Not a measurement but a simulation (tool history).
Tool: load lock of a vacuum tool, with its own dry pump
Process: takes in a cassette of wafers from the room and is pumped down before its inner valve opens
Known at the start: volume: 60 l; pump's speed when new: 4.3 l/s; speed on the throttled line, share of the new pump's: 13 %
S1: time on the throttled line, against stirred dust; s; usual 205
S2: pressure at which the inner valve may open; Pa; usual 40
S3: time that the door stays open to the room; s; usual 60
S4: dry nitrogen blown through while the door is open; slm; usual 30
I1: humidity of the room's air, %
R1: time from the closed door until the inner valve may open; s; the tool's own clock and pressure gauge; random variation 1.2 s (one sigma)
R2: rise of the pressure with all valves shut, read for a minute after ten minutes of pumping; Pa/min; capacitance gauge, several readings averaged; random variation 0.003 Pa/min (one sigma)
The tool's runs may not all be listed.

run    hour   S1  S2   S3  S4    I1     R1     R2
  1     0.0  205  40   60  30  44.2  287.5  0.070
  2   150.0  205  40   60  30  45.3  287.6  0.065
  3   291.5  205  40   60   8  42.7  288.5  0.083
  4   434.0  205  40   60   8  47.5  287.8  0.085
  5   591.2  205  40   60   8  46.0  287.5  0.090
  6   886.1  205  40   60   8  44.4  288.7  0.107
  7  1049.3  205  40   60   8  46.2  288.4  0.111
  8  1348.8  205  40   60   8  47.3  284.9  0.109
  9  1503.9  205  40   60   8  44.2  286.6  0.117
 10  1733.8  205  40   60   8  44.3  289.3  0.119
 11  1970.2  205  40   60  11  43.1  287.7  0.129
 12  2125.8  205  40   60  11  41.1  287.9  0.137
 13  2308.4  205  45   60  11  43.5  287.8  0.149
 14  2517.8  205  45   60  11  45.9  286.0  0.151
 15  2704.1  205  45   60  11  44.1  288.6  0.151
 16  2853.1  205  45   60  11  46.0  286.7  0.163
 17  3191.3  205  45   60  11  42.8  286.2  0.167
 18  3488.5  205  45   60  11  45.6  288.0  0.186
 19  3737.2  205  45   60  11  42.1  287.9  0.192
 20  3921.9  205  45   60  11  42.5  289.0  0.199
 21  4135.8  205  45   60  11  39.2  290.4  0.205
 22  4447.3  205  45   60  11  44.8  287.6  0.222
 23  4751.3  118  64   60  15  45.7  208.8  0.228
 24  5068.9  118  41   60   6  42.3  215.1  0.253
 25  5271.4  118  41   60   6  48.3  215.4  0.264
 26  5491.2  118  41   60   6  48.2  216.2  0.287
 27  5709.7  156  40   60  14  45.4  248.9  0.282
 28  5972.6  156  40   60  14  47.5  249.4  0.297
 29  6275.6  156  40   60  14  42.3  248.5  0.310
 30  6527.3  205  40   60   7  46.1  291.6  0.328
     6555.5  -- door's seal changed, seat wiped
 31  6854.2  312  36   60   4  45.9  382.5  0.033
 32  7061.5  143  40   82   5  45.9  240.8  0.040
 33  7232.4  205  56  117   8  43.2  284.9  0.042
 34  7519.3  205  56  117   8  41.3  285.5  0.046
 35  7782.5  178  40   62  30  38.8  266.1  0.030
 36  8074.6  243  46  222  18  45.6  325.0  0.056
 37  8350.5  288  46  163   7  44.3  357.5  0.070

Forecast each of these 3 alternatives for the next run:
  A  8540.6  205  52   42  30  43.0   ?   ?
  B  8540.6  286  46   99   7  45.3   ?   ?
  C  8540.6  288  41  237   7  42.6   ?   ?

run     R1     R2
  A  284.9  0.040
  B  359.3  0.063
  C  359.4  0.081
Without the tool's hidden state the same runs would have given:
run     R1     R2
  A  279.8  0.010
  B  354.9  0.034
  C  354.9  0.052

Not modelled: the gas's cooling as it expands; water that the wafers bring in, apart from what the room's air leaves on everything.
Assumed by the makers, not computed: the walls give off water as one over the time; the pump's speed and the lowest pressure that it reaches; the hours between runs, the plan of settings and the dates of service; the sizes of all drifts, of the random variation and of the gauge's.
